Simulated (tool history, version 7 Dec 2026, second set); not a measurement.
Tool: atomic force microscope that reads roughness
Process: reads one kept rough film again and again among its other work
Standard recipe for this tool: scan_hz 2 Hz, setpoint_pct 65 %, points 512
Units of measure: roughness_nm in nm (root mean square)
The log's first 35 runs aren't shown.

run 36 day=19.192 | scan_hz=2 setpoint_pct=80 points=848 | roughness_nm=2.67
run 37 day=19.583 | scan_hz=2 setpoint_pct=80 points=848 | roughness_nm=2.653
run 38 day=20.071 | scan_hz=2 setpoint_pct=80 points=848 | roughness_nm=2.662
run 39 day=20.729 | scan_hz=0.99 setpoint_pct=69 points=512 | roughness_nm=2.737
run 40 day=21.204 | scan_hz=0.99 setpoint_pct=69 points=512 | roughness_nm=2.732
run 41 day=21.888 | scan_hz=0.99 setpoint_pct=69 points=512 | roughness_nm=2.715
run 42 day=22.367 | scan_hz=3.02 setpoint_pct=65 points=512 | roughness_nm=2.657
-- day=22.454 new tip fitted
run 43 day=22.867 | scan_hz=1.08 setpoint_pct=62 points=366 | roughness_nm=3.463
run 44 day=23.267 | scan_hz=2.7 setpoint_pct=65 points=512 | roughness_nm=3.367
run 45 day=23.75 | scan_hz=2 setpoint_pct=72 points=512 | roughness_nm=3.338
run 46 day=24.304 | scan_hz=0.71 setpoint_pct=70 points=512 | roughness_nm=3.4
run 47 day=24.967 | scan_hz=0.71 setpoint_pct=70 points=512 | roughness_nm=3.39
run 48 day=25.654 | scan_hz=0.56 setpoint_pct=77 points=512 | roughness_nm=3.375

Forecast each of these 3 alternatives for the next run:
run A day=26.421 | scan_hz=1.08 setpoint_pct=87 points=512 | roughness_nm=?
run B day=26.421 | scan_hz=0.56 setpoint_pct=77 points=865 | roughness_nm=?
run C day=26.421 | scan_hz=0.61 setpoint_pct=77 points=913 | roughness_nm=?

run=A roughness_nm=3.213
run=B roughness_nm=3.306
run=C roughness_nm=3.28
Without the tool's unlogged condition, the same runs would have read:
run=A roughness_nm=3.396
run=B roughness_nm=3.494
run=C roughness_nm=3.468
